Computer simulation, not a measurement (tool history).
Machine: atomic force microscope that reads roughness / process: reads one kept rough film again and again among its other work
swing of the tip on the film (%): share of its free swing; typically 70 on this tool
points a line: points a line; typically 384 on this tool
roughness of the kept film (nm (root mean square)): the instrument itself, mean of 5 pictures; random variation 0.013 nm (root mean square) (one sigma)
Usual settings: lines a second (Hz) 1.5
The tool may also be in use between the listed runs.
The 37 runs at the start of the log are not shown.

run     day  lines a second (Hz)  swing of the tip on the film (%)  points a line  pictures with this tip  hours of work since the height scale was calibrated  roughness of the kept film (nm (root mean square))
     64.654  -- new tip fitted
 38  65.775                  1.5                                78            581                      51                                                 1884                                                 2.9
 39  67.183                 2.97                                55            384                     114                                                 1904                                                3.02
 40  68.975                  1.5                                56            553                     195                                                 1929                                               3.116
     70.038  -- new tip fitted
 41  70.996                 0.89                                68            384                      43                                                 1957                                               3.083
 42  72.338                 0.89                                68            384                     104                                                 1976                                               3.076
 43  74.058                 2.39                                70            276                     181                                                 2000                                               2.843
 44  75.075                 0.61                                69            383                     227                                                 2015                                               3.092
     75.458  -- new tip fitted
 45  76.529                 1.82                                59            383                      48                                                 2035                                               3.037
 46  77.746                 1.82                                59            383                     103                                                 2052                                               3.075
 47  79.933                 0.73                                56            607                     202                                                 2083                                                3.17
      80.85  -- new tip fitted
 48  82.196                 1.88                                56            268                      60                                                 2115                                               3.055
 49  84.521                 1.88                                56            268                     166                                                 2147                                               3.074
 50  85.642                 2.18                                69            499                     216                                                 2163                                               2.918
     86.208  -- new tip fitted
 51  87.992                 0.52                                76            438                      81                                                 2196                                               3.095

5 ways to go on from here, each from the tool as it stands after run 51. What would each give?
  A  89.958                 0.51                                72            598                     170                                                 2224                                                   ?
  B  89.958                  1.5                                83            384                     170                                                 2224                                                   ?
  C  89.958                  1.5                                62            384                     170                                                 2224                                                   ?
  D  89.958                 1.96                                84            438                     170                                                 2224                                                   ?
  E  89.958                 2.21                                55            437                     170                                                 2224                                                   ?

run  roughness of the kept film (nm (root mean square))
  A                                               3.111
  B                                               2.786
  C                                                3.06
  D                                               2.657
  E                                               3.075
Without the tool's hidden state the same runs would have given:
run  roughness of the kept film (nm (root mean square))
  A                                               3.115
  B                                                2.79
  C                                               3.063
  D                                                2.66
  E                                               3.078

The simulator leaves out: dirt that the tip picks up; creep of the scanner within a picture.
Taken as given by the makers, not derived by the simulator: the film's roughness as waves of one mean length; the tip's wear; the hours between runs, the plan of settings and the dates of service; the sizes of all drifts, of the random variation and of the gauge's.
